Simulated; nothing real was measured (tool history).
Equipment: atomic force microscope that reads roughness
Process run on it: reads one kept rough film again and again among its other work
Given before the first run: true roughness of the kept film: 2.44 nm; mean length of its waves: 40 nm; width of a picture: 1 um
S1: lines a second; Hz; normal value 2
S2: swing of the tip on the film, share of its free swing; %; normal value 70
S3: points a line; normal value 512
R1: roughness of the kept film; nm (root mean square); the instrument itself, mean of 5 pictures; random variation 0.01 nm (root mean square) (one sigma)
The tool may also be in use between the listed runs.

{"run": 1, "hour": 0.0, "S1": 2, "S2": 70, "S3": 512, "R1": 2.217}
{"hour": 35.6, "done": "new tip fitted"}
{"run": 2, "hour": 50.1, "S1": 2, "S2": 70, "S3": 512, "R1": 2.268}
{"run": 3, "hour": 99.0, "S1": 2.44, "S2": 70, "S3": 512, "R1": 2.147}
{"hour": 114.7, "done": "new tip fitted"}
{"run": 4, "hour": 123.4, "S1": 2, "S2": 70, "S3": 512, "R1": 2.28}
{"run": 5, "hour": 160.5, "S1": 2.1, "S2": 70, "S3": 512, "R1": 2.207}
{"hour": 192.3, "done": "new tip fitted"}
{"run": 6, "hour": 208.7, "S1": 2.1, "S2": 70, "S3": 512, "R1": 2.265}
{"run": 7, "hour": 259.2, "S1": 2.21, "S2": 70, "S3": 512, "R1": 2.144}
{"hour": 270.5, "done": "new tip fitted"}
{"run": 8, "hour": 308.2, "S1": 2.21, "S2": 73, "S3": 512, "R1": 2.201}
{"run": 9, "hour": 339.9, "S1": 2, "S2": 70, "S3": 326, "R1": 2.159}
{"hour": 350.4, "done": "new tip fitted"}
{"run": 10, "hour": 373.0, "S1": 2, "S2": 70, "S3": 326, "R1": 2.245}
{"run": 11, "hour": 411.7, "S1": 2, "S2": 70, "S3": 512, "R1": 2.149}
{"hour": 429.2, "done": "new tip fitted"}
{"run": 12, "hour": 462.6, "S1": 2, "S2": 70, "S3": 512, "R1": 2.214}
{"run": 13, "hour": 489.2, "S1": 2, "S2": 80, "S3": 512, "R1": 2.115}
{"hour": 507.3, "done": "new tip fitted"}
{"run": 14, "hour": 515.3, "S1": 2, "S2": 70, "S3": 512, "R1": 2.292}
{"run": 15, "hour": 543.9, "S1": 2, "S2": 70, "S3": 814, "R1": 2.23}
{"hour": 586.1, "done": "new tip fitted"}
{"run": 16, "hour": 592.9, "S1": 2, "S2": 70, "S3": 814, "R1": 2.308}
{"run": 17, "hour": 640.9, "S1": 2, "S2": 70, "S3": 512, "R1": 2.18}
{"hour": 666.8, "done": "new tip fitted"}
{"run": 18, "hour": 671.3, "S1": 2, "S2": 70, "S3": 385, "R1": 2.292}
{"run": 19, "hour": 714.8, "S1": 2, "S2": 70, "S3": 385, "R1": 2.184}
{"hour": 746.8, "done": "new tip fitted"}
{"run": 20, "hour": 761.5, "S1": 2, "S2": 70, "S3": 385, "R1": 2.262}
{"run": 21, "hour": 784.7, "S1": 2, "S2": 76, "S3": 512, "R1": 2.184}
{"run": 22, "hour": 811.6, "S1": 2, "S2": 76, "S3": 512, "R1": 2.153}
{"hour": 825.3, "done": "new tip fitted"}
{"run": 23, "hour": 836.2, "S1": 2, "S2": 76, "S3": 512, "R1": 2.267}
{"run": 24, "hour": 862.0, "S1": 2, "S2": 76, "S3": 512, "R1": 2.202}
{"hour": 904.0, "done": "new tip fitted"}
{"run": 25, "hour": 909.3, "S1": 2, "S2": 70, "S3": 512, "R1": 2.312}
{"run": 26, "hour": 959.0, "S1": 2, "S2": 70, "S3": 512, "R1": 2.179}
{"hour": 982.3, "done": "new tip fitted"}
{"run": 27, "hour": 984.6, "S1": 1.93, "S2": 84, "S3": 512, "R1": 2.228}
{"run": 28, "hour": 1032.4, "S1": 0.68, "S2": 70, "S3": 981, "R1": 2.26}
{"hour": 1062.6, "done": "new tip fitted"}
{"run": 29, "hour": 1073.4, "S1": 0.68, "S2": 70, "S3": 981, "R1": 2.327}
{"run": 30, "hour": 1114.3, "S1": 2.68, "S2": 66, "S3": 994, "R1": 2.189}
{"hour": 1140.4, "done": "new tip fitted"}
{"run": 31, "hour": 1140.4, "S1": 2.44, "S2": 86, "S3": 994, "R1": 2.197}
{"run": 32, "hour": 1192.8, "S1": 0.62, "S2": 60, "S3": 954, "R1": 2.264}
{"hour": 1220.0, "done": "new tip fitted"}
{"run": 33, "hour": 1221.1, "S1": 0.62, "S2": 87, "S3": 954, "R1": 2.349}
{"run": 34, "hour": 1255.7, "S1": 1.11, "S2": 83, "S3": 412, "R1": 2.211}
{"run": 35, "hour": 1286.8, "S1": 1.11, "S2": 83, "S3": 412, "R1": 2.158}
{"hour": 1297.9, "done": "new tip fitted"}
{"run": 36, "hour": 1342.5, "S1": 0.52, "S2": 69, "S3": 687, "R1": 2.27}
{"hour": 1377.3, "done": "new tip fitted"}
{"run": 37, "hour": 1394.4, "S1": 0.52, "S2": 69, "S3": 687, "R1": 2.352}
{"run": 38, "hour": 1442.9, "S1": 0.52, "S2": 69, "S3": 687, "R1": 2.225}
{"hour": 1457.3, "done": "new tip fitted"}
{"run": 39, "hour": 1468.8, "S1": 1, "S2": 72, "S3": 584, "R1": 2.351}
{"run": 40, "hour": 1512.8, "S1": 1.11, "S2": 63, "S3": 512, "R1": 2.248}
{"hour": 1537.3, "done": "new tip fitted"}
{"run": 41, "hour": 1543.8, "S1": 1.29, "S2": 63, "S3": 491, "R1": 2.356}
{"run": 42, "hour": 1571.9, "S1": 3.73, "S2": 70, "S3": 576, "R1": 2.184}
{"run": 43, "hour": 1614.3, "S1": 2.54, "S2": 80, "S3": 576, "R1": 2.074}
{"hour": 1617.6, "done": "new tip fitted"}
{"run": 44, "hour": 1650.8, "S1": 1.08, "S2": 80, "S3": 576, "R1": 2.268}
{"run": 45, "hour": 1688.5, "S1": 1.08, "S2": 80, "S3": 576, "R1": 2.168}
{"hour": 1698.2, "done": "new tip fitted"}
{"run": 46, "hour": 1714.9, "S1": 2.63, "S2": 56, "S3": 576, "R1": 2.309}
{"run": 47, "hour": 1746.2, "S1": 2, "S2": 77, "S3": 352, "R1": 2.161}
{"hour": 1778.0, "done": "new tip fitted"}
{"run": 48, "hour": 1797.6, "S1": 2, "S2": 81, "S3": 352, "R1": 2.215}
{"run": 49, "hour": 1847.5, "S1": 2.22, "S2": 73, "S3": 345, "R1": 2.136}
{"hour": 1859.7, "done": "new tip fitted"}
{"run": 50, "hour": 1892.4, "S1": 2.22, "S2": 73, "S3": 345, "R1": 2.22}
{"run": 51, "hour": 1917.5, "S1": 2.65, "S2": 81, "S3": 973, "R1": 2.092}

4 ways to go on from here, each from the tool as it stands after run 51. What would each give?
{"hour": 1939.6, "done": "new tip fitted"}
{"run": "A", "hour": 1946.8, "S1": 2.5, "S2": 70, "S3": 512, "R1": "?"}
{"hour": 1939.6, "done": "new tip fitted"}
{"run": "B", "hour": 1946.8, "S1": 2, "S2": 82, "S3": 512, "R1": "?"}
{"hour": 1939.6, "done": "new tip fitted"}
{"run": "C", "hour": 1946.8, "S1": 2.65, "S2": 81, "S3": 692, "R1": "?"}
{"hour": 1939.6, "done": "new tip fitted"}
{"run": "D", "hour": 1946.8, "S1": 0.73, "S2": 70, "S3": 282, "R1": "?"}

run=A R1=2.288
run=B R1=2.253
run=C R1=2.208
run=D R1=2.348
Had the tool no hidden state, the same runs would have come out as:
run=A R1=2.257
run=B R1=2.223
run=C R1=2.178
run=D R1=2.316
